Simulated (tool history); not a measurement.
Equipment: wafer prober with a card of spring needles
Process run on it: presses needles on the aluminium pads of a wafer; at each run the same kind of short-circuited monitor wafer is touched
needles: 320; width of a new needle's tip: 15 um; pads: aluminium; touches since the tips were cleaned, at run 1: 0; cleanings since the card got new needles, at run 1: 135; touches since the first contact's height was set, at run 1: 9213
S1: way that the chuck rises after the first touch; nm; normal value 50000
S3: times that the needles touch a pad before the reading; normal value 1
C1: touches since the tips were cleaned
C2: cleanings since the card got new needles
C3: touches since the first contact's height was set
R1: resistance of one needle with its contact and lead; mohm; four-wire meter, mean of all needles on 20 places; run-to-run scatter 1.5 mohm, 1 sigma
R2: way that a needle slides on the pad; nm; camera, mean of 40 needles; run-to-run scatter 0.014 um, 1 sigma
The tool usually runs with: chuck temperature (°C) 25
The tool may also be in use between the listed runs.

{"run": 1, "hour": 0.0, "S1": 50000, "chuck temperature (°C)": 25, "S3": 1, "C1": 0, "C2": 135, "C3": 9213, "R1": 146, "R2": 6390}
{"hour": 8.3, "done": "tips cleaned on abrasive film"}
{"hour": 17.5, "done": "tips cleaned on abrasive film"}
{"run": 2, "hour": 23.6, "S1": 50000, "chuck temperature (°C)": 37, "S3": 1, "C1": 2344, "C2": 137, "C3": 18203, "R1": 186, "R2": 6370}
{"hour": 27.8, "done": "tips cleaned on abrasive film"}
{"hour": 38.1, "done": "tips cleaned on abrasive film"}
{"hour": 46.4, "done": "tips cleaned on abrasive film"}
{"hour": 55.1, "done": "tips cleaned on abrasive film"}
{"run": 3, "hour": 55.1, "S1": 50000, "chuck temperature (°C)": 37, "S3": 1, "C1": 0, "C2": 141, "C3": 30148, "R1": 148, "R2": 6360}
{"hour": 65.4, "done": "tips cleaned on abrasive film"}
{"hour": 75.3, "done": "tips cleaned on abrasive film"}
{"run": 4, "hour": 80.8, "S1": 50000, "chuck temperature (°C)": 37, "S3": 1, "C1": 2109, "C2": 143, "C3": 39940, "R1": 188, "R2": 6330}
{"hour": 84.9, "done": "tips cleaned on abrasive film"}
{"hour": 95.0, "done": "tips cleaned on abrasive film"}
{"hour": 105.4, "done": "tips cleaned on abrasive film"}
{"run": 5, "hour": 109.6, "S1": 50000, "chuck temperature (°C)": 25, "S3": 1, "C1": 1614, "C2": 146, "C3": 50870, "R1": 179, "R2": 6310}
{"hour": 113.8, "done": "tips cleaned on abrasive film"}
{"hour": 124.2, "done": "tips cleaned on abrasive film"}
{"hour": 134.1, "done": "tips cleaned on abrasive film"}
{"run": 6, "hour": 134.6, "S1": 50000, "chuck temperature (°C)": 25, "S3": 1, "C1": 205, "C2": 149, "C3": 60368, "R1": 150, "R2": 6290}
{"hour": 142.9, "done": "tips cleaned on abrasive film"}
{"hour": 151.2, "done": "tips cleaned on abrasive film"}
{"hour": 161.6, "done": "tips cleaned on abrasive film"}
{"hour": 172.0, "done": "tips cleaned on abrasive film"}
{"run": 7, "hour": 172.6, "S1": 50000, "chuck temperature (°C)": 25, "S3": 1, "C1": 223, "C2": 153, "C3": 74785, "R1": 149, "R2": 6290}
{"hour": 180.5, "done": "tips cleaned on abrasive film"}
{"hour": 190.2, "done": "tips cleaned on abrasive film"}
{"hour": 198.5, "done": "tips cleaned on abrasive film"}
{"run": 8, "hour": 201.0, "S1": 50000, "chuck temperature (°C)": 25, "S3": 1, "C1": 973, "C2": 156, "C3": 85603, "R1": 169, "R2": 6250}
{"hour": 207.1, "done": "tips cleaned on abrasive film"}
{"hour": 217.5, "done": "tips cleaned on abrasive film"}
{"hour": 227.5, "done": "tips cleaned on abrasive film"}
{"run": 9, "hour": 229.8, "S1": 50000, "chuck temperature (°C)": 25, "S3": 1, "C1": 860, "C2": 159, "C3": 96527, "R1": 168, "R2": 6230}
{"hour": 236.0, "done": "tips cleaned on abrasive film"}
{"hour": 246.2, "done": "tips cleaned on abrasive film"}
{"hour": 255.7, "done": "tips cleaned on abrasive film"}
{"run": 10, "hour": 255.7, "S1": 42000, "chuck temperature (°C)": 25, "S3": 1, "C1": 0, "C2": 162, "C3": 106365, "R1": 149, "R2": 5170}
{"hour": 265.9, "done": "tips cleaned on abrasive film"}
{"hour": 276.1, "done": "tips cleaned on abrasive film"}
{"hour": 285.1, "done": "tips cleaned on abrasive film"}
{"run": 11, "hour": 285.1, "S1": 69000, "chuck temperature (°C)": 25, "S3": 1, "C1": 0, "C2": 165, "C3": 117537, "R1": 141, "R2": 8620}
{"hour": 295.1, "done": "tips cleaned on abrasive film"}
{"hour": 303.4, "done": "tips cleaned on abrasive film"}
{"hour": 309.7, "done": "height of the first contact set anew"}
{"run": 12, "hour": 309.7, "S1": 50000, "chuck temperature (°C)": 25, "S3": 1, "C1": 2301, "C2": 167, "C3": 0, "R1": 192, "R2": 6400}
{"hour": 313.9, "done": "tips cleaned on abrasive film"}
{"hour": 324.0, "done": "tips cleaned on abrasive film"}
{"hour": 334.2, "done": "tips cleaned on abrasive film"}
{"run": 13, "hour": 341.7, "S1": 50000, "chuck temperature (°C)": 41, "S3": 1, "C1": 2884, "C2": 170, "C3": 12192, "R1": 194, "R2": 6380}
{"hour": 343.5, "done": "tips cleaned on abrasive film"}
{"hour": 353.6, "done": "tips cleaned on abrasive film"}
{"run": 14, "hour": 359.4, "S1": 50000, "chuck temperature (°C)": 31, "S3": 1, "C1": 2246, "C2": 172, "C3": 18917, "R1": 192, "R2": 6370}
{"hour": 363.6, "done": "tips cleaned on abrasive film"}
{"hour": 373.6, "done": "tips cleaned on abrasive film"}
{"hour": 384.0, "done": "tips cleaned on abrasive film"}
{"hour": 394.3, "done": "tips cleaned on abrasive film"}
{"run": 15, "hour": 397.9, "S1": 50000, "chuck temperature (°C)": 31, "S3": 1, "C1": 1376, "C2": 176, "C3": 33540, "R1": 182, "R2": 6370}
{"hour": 404.2, "done": "tips cleaned on abrasive film"}
{"hour": 414.5, "done": "tips cleaned on abrasive film"}
{"run": 16, "hour": 418.2, "S1": 64000, "chuck temperature (°C)": 25, "S3": 1, "C1": 1409, "C2": 178, "C3": 41254, "R1": 162, "R2": 8130}
{"hour": 424.5, "done": "tips cleaned on abrasive film"}
{"hour": 434.8, "done": "tips cleaned on abrasive film"}
{"run": 17, "hour": 436.0, "S1": 64000, "chuck temperature (°C)": 25, "S3": 1, "C1": 459, "C2": 180, "C3": 48021, "R1": 151, "R2": 8100}
{"hour": 444.3, "done": "tips cleaned on abrasive film"}
{"hour": 454.3, "done": "tips cleaned on abrasive film"}
{"hour": 463.3, "done": "tips cleaned on abrasive film"}
{"run": 18, "hour": 463.3, "S1": 60000, "chuck temperature (°C)": 25, "S3": 1, "C1": 0, "C2": 183, "C3": 58367, "R1": 137, "R2": 7580}
{"hour": 473.6, "done": "tips cleaned on abrasive film"}
{"hour": 483.8, "done": "tips cleaned on abrasive film"}
{"run": 19, "hour": 484.0, "S1": 56000, "chuck temperature (°C)": 101, "S3": 1, "C1": 69, "C2": 185, "C3": 66236, "R1": 156, "R2": 7040}
{"hour": 492.3, "done": "tips cleaned on abrasive film"}
{"hour": 502.5, "done": "tips cleaned on abrasive film"}
{"hour": 512.4, "done": "tips cleaned on abrasive film"}
{"run": 20, "hour": 517.3, "S1": 52000, "chuck temperature (°C)": 101, "S3": 1, "C1": 1851, "C2": 188, "C3": 78910, "R1": 191, "R2": 6510}
{"hour": 521.5, "done": "tips cleaned on abrasive film"}
{"hour": 531.6, "done": "tips cleaned on abrasive film"}
{"hour": 541.6, "done": "tips cleaned on abrasive film"}
{"run": 21, "hour": 544.9, "S1": 52000, "chuck temperature (°C)": 109, "S3": 1, "C1": 1262, "C2": 191, "C3": 89391, "R1": 185, "R2": 6510}
{"hour": 550.9, "done": "tips cleaned on abrasive film"}
{"hour": 560.9, "done": "tips cleaned on abrasive film"}
{"run": 22, "hour": 561.7, "S1": 52000, "chuck temperature (°C)": 109, "S3": 2, "C1": 308, "C2": 193, "C3": 95777, "R1": 160, "R2": 6470}
{"hour": 569.7, "done": "tips cleaned on abrasive film"}
{"hour": 579.1, "done": "tips cleaned on abrasive film"}
{"run": 23, "hour": 579.1, "S1": 52000, "chuck temperature (°C)": 109, "S3": 2, "C1": 0, "C2": 195, "C3": 102380, "R1": 154, "R2": 6490}
{"hour": 588.9, "done": "tips cleaned on abrasive film"}
{"hour": 597.6, "done": "tips cleaned on abrasive film"}
{"run": 24, "hour": 597.6, "S1": 52000, "chuck temperature (°C)": 109, "S3": 2, "C1": 0, "C2": 197, "C3": 109414, "R1": 153, "R2": 6440}
{"hour": 607.4, "done": "tips cleaned on abrasive film"}
{"hour": 617.7, "done": "tips cleaned on abrasive film"}
{"run": 25, "hour": 619.1, "S1": 65000, "chuck temperature (°C)": 25, "S3": 3, "C1": 537, "C2": 199, "C3": 117592, "R1": 142, "R2": 8100}
{"hour": 627.4, "done": "tips cleaned on abrasive film"}
{"hour": 637.6, "done": "tips cleaned on abrasive film"}
{"run": 26, "hour": 637.6, "S1": 62000, "chuck temperature (°C)": 45, "S3": 2, "C1": 0, "C2": 201, "C3": 124618, "R1": 140, "R2": 7720}
{"hour": 644.1, "done": "height of the first contact set anew"}
{"hour": 647.9, "done": "tips cleaned on abrasive film"}
{"hour": 658.3, "done": "tips cleaned on abrasive film"}
{"run": 27, "hour": 665.0, "S1": 62000, "chuck temperature (°C)": 45, "S3": 2, "C1": 2587, "C2": 203, "C3": 7973, "R1": 158, "R2": 7940}
{"hour": 667.2, "done": "tips cleaned on abrasive film"}
{"hour": 677.1, "done": "tips cleaned on abrasive film"}
{"hour": 687.5, "done": "tips cleaned on abrasive film"}
{"run": 28, "hour": 688.2, "S1": 60000, "chuck temperature (°C)": 41, "S3": 1, "C1": 273, "C2": 206, "C3": 16767, "R1": 152, "R2": 7660}
{"hour": 696.4, "done": "tips cleaned on abrasive film"}
{"hour": 706.2, "done": "tips cleaned on abrasive film"}
{"hour": 716.1, "done": "tips cleaned on abrasive film"}
{"run": 29, "hour": 716.1, "S1": 60000, "chuck temperature (°C)": 41, "S3": 1, "C1": 0, "C2": 209, "C3": 27361, "R1": 144, "R2": 7640}

Across each entry between runs, compare the hidden state at the last listed run before it with the hidden state at the first listed run after it:
From run 1 to run 2: tips cleaned on abrasive film (hour 8.3); tips cleaned on abrasive film (hour 17.5)
  debris on the tips, nm: 11 -> 82.8; way that the needles fall short of the set height, um: 0.14 -> 0.25; tips' diameter, um: 17.63 -> 17.67
  measured result minus the result with no hidden state, R1: +7 -> +48 mohm; R2: -20 -> -30 nm
From run 2 to run 3: tips cleaned on abrasive film (hour 27.8); tips cleaned on abrasive film (hour 38.1); tips cleaned on abrasive film (hour 46.4); tips cleaned on abrasive film (hour 55.1)
  debris on the tips, nm: 82.8 -> 6.3; way that the needles fall short of the set height, um: 0.25 -> 0.48; tips' diameter, um: 17.67 -> 17.75
  measured result minus the result with no hidden state, R1: +48 -> +5 mohm; R2: -30 -> -60 nm
From run 3 to run 4: tips cleaned on abrasive film (hour 65.4); tips cleaned on abrasive film (hour 75.3)
  debris on the tips, nm: 6.3 -> 82.2; way that the needles fall short of the set height, um: 0.48 -> 0.57; tips' diameter, um: 17.75 -> 17.78
  measured result minus the result with no hidden state, R1: +5 -> +49 mohm; R2: -60 -> -80 nm
From run 4 to run 5: tips cleaned on abrasive film (hour 84.9); tips cleaned on abrasive film (hour 95); tips cleaned on abrasive film (hour 105.4)
  debris on the tips, nm: 82.2 -> 66.9; way that the needles fall short of the set height, um: 0.57 -> 0.73; tips' diameter, um: 17.78 -> 17.83
  measured result minus the result with no hidden state, R1: +49 -> +41 mohm; R2: -80 -> -100 nm
From run 5 to run 6: tips cleaned on abrasive film (hour 113.8); tips cleaned on abrasive film (hour 124.2); tips cleaned on abrasive film (hour 134.1)
  debris on the tips, nm: 66.9 -> 17.3; way that the needles fall short of the set height, um: 0.73 -> 0.91; tips' diameter, um: 17.83 -> 17.9
  measured result minus the result with no hidden state, R1: +41 -> +11 mohm; R2: -100 -> -120 nm
From run 6 to run 7: tips cleaned on abrasive film (hour 142.9); tips cleaned on abrasive film (hour 151.2); tips cleaned on abrasive film (hour 161.6); tips cleaned on abrasive film (hour 172)
  debris on the tips, nm: 17.3 -> 15.1; way that the needles fall short of the set height, um: 0.91 -> 1.11; tips' diameter, um: 17.9 -> 17.97
  measured result minus the result with no hidden state, R1: +11 -> +11 mohm; R2: -120 -> -140 nm
From run 7 to run 8: tips cleaned on abrasive film (hour 180.5); tips cleaned on abrasive film (hour 190.2); tips cleaned on abrasive film (hour 198.5)
  debris on the tips, nm: 15.1 -> 51.9; way that the needles fall short of the set height, um: 1.11 -> 1.3; tips' diameter, um: 17.97 -> 18.03
  measured result minus the result with no hidden state, R1: +11 -> +34 mohm; R2: -140 -> -170 nm
From run 8 to run 9: tips cleaned on abrasive film (hour 207.1); tips cleaned on abrasive film (hour 217.5); tips cleaned on abrasive film (hour 227.5)
  debris on the tips, nm: 51.9 -> 45.2; way that the needles fall short of the set height, um: 1.3 -> 1.45; tips' diameter, um: 18.03 -> 18.09
  measured result minus the result with no hidden state, R1: +34 -> +30 mohm; R2: -170 -> -190 nm
From run 9 to run 10: tips cleaned on abrasive film (hour 236); tips cleaned on abrasive film (hour 246.2); tips cleaned on abrasive film (hour 255.7)
  debris on the tips, nm: 45.2 -> 8.9; way that the needles fall short of the set height, um: 1.45 -> 1.63; tips' diameter, um: 18.09 -> 18.15
  measured result minus the result with no hidden state, R1: +30 -> +10 mohm; R2: -190 -> -210 nm
From run 10 to run 11: tips cleaned on abrasive film (hour 265.9); tips cleaned on abrasive film (hour 276.1); tips cleaned on abrasive film (hour 285.1)
  debris on the tips, nm: 8.9 -> 8; way that the needles fall short of the set height, um: 1.63 -> 1.77; tips' diameter, um: 18.15 -> 18.2
  measured result minus the result with no hidden state, R1: +10 -> +4 mohm; R2: -210 -> -230 nm
From run 11 to run 12: tips cleaned on abrasive film (hour 295.1); tips cleaned on abrasive film (hour 303.4); height of the first contact set anew (hour 309.7)
  debris on the tips, nm: 8 -> 85.3; way that the needles fall short of the set height, um: 1.77 -> 0; tips' diameter, um: 18.2 -> 18.24
  measured result minus the result with no hidden state, R1: +4 -> +53 mohm; R2: -230 -> +0 nm
From run 12 to run 13: tips cleaned on abrasive film (hour 313.9); tips cleaned on abrasive film (hour 324); tips cleaned on abrasive film (hour 334.2)
  debris on the tips, nm: 85.3 -> 92.8; way that the needles fall short of the set height, um: 0 -> 0.16; tips' diameter, um: 18.24 -> 18.29
  measured result minus the result with no hidden state, R1: +53 -> +55 mohm; R2: +0 -> -20 nm
From run 13 to run 14: tips cleaned on abrasive film (hour 343.5); tips cleaned on abrasive film (hour 353.6)
  debris on the tips, nm: 92.8 -> 82.8; way that the needles fall short of the set height, um: 0.16 -> 0.25; tips' diameter, um: 18.29 -> 18.33
  measured result minus the result with no hidden state, R1: +55 -> +51 mohm; R2: -20 -> -30 nm
From run 14 to run 15: tips cleaned on abrasive film (hour 363.6); tips cleaned on abrasive film (hour 373.6); tips cleaned on abrasive film (hour 384); tips cleaned on abrasive film (hour 394.3)
  debris on the tips, nm: 82.8 -> 69.3; way that the needles fall short of the set height, um: 0.25 -> 0.45; tips' diameter, um: 18.33 -> 18.4
  measured result minus the result with no hidden state, R1: +51 -> +43 mohm; R2: -30 -> -60 nm
From run 15 to run 16: tips cleaned on abrasive film (hour 404.2); tips cleaned on abrasive film (hour 414.5)
  debris on the tips, nm: 69.3 -> 62.9; way that the needles fall short of the set height, um: 0.45 -> 0.58; tips' diameter, um: 18.4 -> 18.44
  measured result minus the result with no hidden state, R1: +43 -> +27 mohm; R2: -60 -> -80 nm
From run 16 to run 17: tips cleaned on abrasive film (hour 424.5); tips cleaned on abrasive film (hour 434.8)
  debris on the tips, nm: 62.9 -> 28.6; way that the needles fall short of the set height, um: 0.58 -> 0.7; tips' diameter, um: 18.44 -> 18.49
  measured result minus the result with no hidden state, R1: +27 -> +12 mohm; R2: -80 -> -90 nm
From run 17 to run 18: tips cleaned on abrasive film (hour 444.3); tips cleaned on abrasive film (hour 454.3); tips cleaned on abrasive film (hour 463.3)
  debris on the tips, nm: 28.6 -> 4.3; way that the needles fall short of the set height, um: 0.7 -> 0.88; tips' diameter, um: 18.49 -> 18.55
  measured result minus the result with no hidden state, R1: +12 -> +3 mohm; R2: -90 -> -120 nm
From run 18 to run 19: tips cleaned on abrasive film (hour 473.6); tips cleaned on abrasive film (hour 483.8)
  debris on the tips, nm: 4.3 -> 13.6; way that the needles fall short of the set height, um: 0.88 -> 0.98; tips' diameter, um: 18.55 -> 18.58
  measured result minus the result with no hidden state, R1: +3 -> +8 mohm; R2: -120 -> -130 nm
From run 19 to run 20: tips cleaned on abrasive film (hour 492.3); tips cleaned on abrasive film (hour 502.5); tips cleaned on abrasive film (hour 512.4)
  debris on the tips, nm: 13.6 -> 71.8; way that the needles fall short of the set height, um: 0.98 -> 1.16; tips' diameter, um: 18.58 -> 18.65
  measured result minus the result with no hidden state, R1: +8 -> +40 mohm; R2: -130 -> -150 nm
From run 20 to run 21: tips cleaned on abrasive film (hour 521.5); tips cleaned on abrasive film (hour 531.6); tips cleaned on abrasive film (hour 541.6)
  debris on the tips, nm: 71.8 -> 61.5; way that the needles fall short of the set height, um: 1.16 -> 1.3; tips' diameter, um: 18.65 -> 18.7
  measured result minus the result with no hidden state, R1: +40 -> +35 mohm; R2: -150 -> -170 nm
From run 21 to run 22: tips cleaned on abrasive film (hour 550.9); tips cleaned on abrasive film (hour 560.9)
  debris on the tips, nm: 61.5 -> 27.7; way that the needles fall short of the set height, um: 1.3 -> 1.42; tips' diameter, um: 18.7 -> 18.74
  measured result minus the result with no hidden state, R1: +35 -> +11 mohm; R2: -170 -> -180 nm
From run 22 to run 23: tips cleaned on abrasive film (hour 569.7); tips cleaned on abrasive film (hour 579.1)
  debris on the tips, nm: 27.7 -> 9.4; way that the needles fall short of the set height, um: 1.42 -> 1.54; tips' diameter, um: 18.74 -> 18.78
  measured result minus the result with no hidden state, R1: +11 -> +5 mohm; R2: -180 -> -190 nm
From run 23 to run 24: tips cleaned on abrasive film (hour 588.9); tips cleaned on abrasive film (hour 597.6)
  debris on the tips, nm: 9.4 -> 6.5; way that the needles fall short of the set height, um: 1.54 -> 1.65; tips' diameter, um: 18.78 -> 18.82
  measured result minus the result with no hidden state, R1: +5 -> +4 mohm; R2: -190 -> -220 nm
From run 24 to run 25: tips cleaned on abrasive film (hour 607.4); tips cleaned on abrasive film (hour 617.7)
  debris on the tips, nm: 6.5 -> 36.7; way that the needles fall short of the set height, um: 1.65 -> 1.77; tips' diameter, um: 18.82 -> 18.86
  measured result minus the result with no hidden state, R1: +4 -> +7 mohm; R2: -220 -> -220 nm
From run 25 to run 26: tips cleaned on abrasive film (hour 627.4); tips cleaned on abrasive film (hour 637.6)
  debris on the tips, nm: 36.7 -> 4.7; way that the needles fall short of the set height, um: 1.77 -> 1.86; tips' diameter, um: 18.86 -> 18.89
  measured result minus the result with no hidden state, R1: +7 -> +3 mohm; R2: -220 -> -240 nm
From run 26 to run 27: height of the first contact set anew (hour 644.1); tips cleaned on abrasive film (hour 647.9); tips cleaned on abrasive film (hour 658.3)
  debris on the tips, nm: 4.7 -> 84.2; way that the needles fall short of the set height, um: 1.86 -> 0.08; tips' diameter, um: 18.89 -> 18.92
  measured result minus the result with no hidden state, R1: +3 -> +23 mohm; R2: -240 -> -10 nm
From run 27 to run 28: tips cleaned on abrasive film (hour 667.2); tips cleaned on abrasive film (hour 677.1); tips cleaned on abrasive film (hour 687.5)
  debris on the tips, nm: 84.2 -> 24.3; way that the needles fall short of the set height, um: 0.08 -> 0.27; tips' diameter, um: 18.92 -> 18.98
  measured result minus the result with no hidden state, R1: +23 -> +12 mohm; R2: -10 -> -30 nm
From run 28 to run 29: tips cleaned on abrasive film (hour 696.4); tips cleaned on abrasive film (hour 706.2); tips cleaned on abrasive film (hour 716.1)
  debris on the tips, nm: 24.3 -> 10.7; way that the needles fall short of the set height, um: 0.27 -> 0.42; tips' diameter, um: 18.98 -> 19.04
  measured result minus the result with no hidden state, R1: +12 -> +6 mohm; R2: -30 -> -50 nm
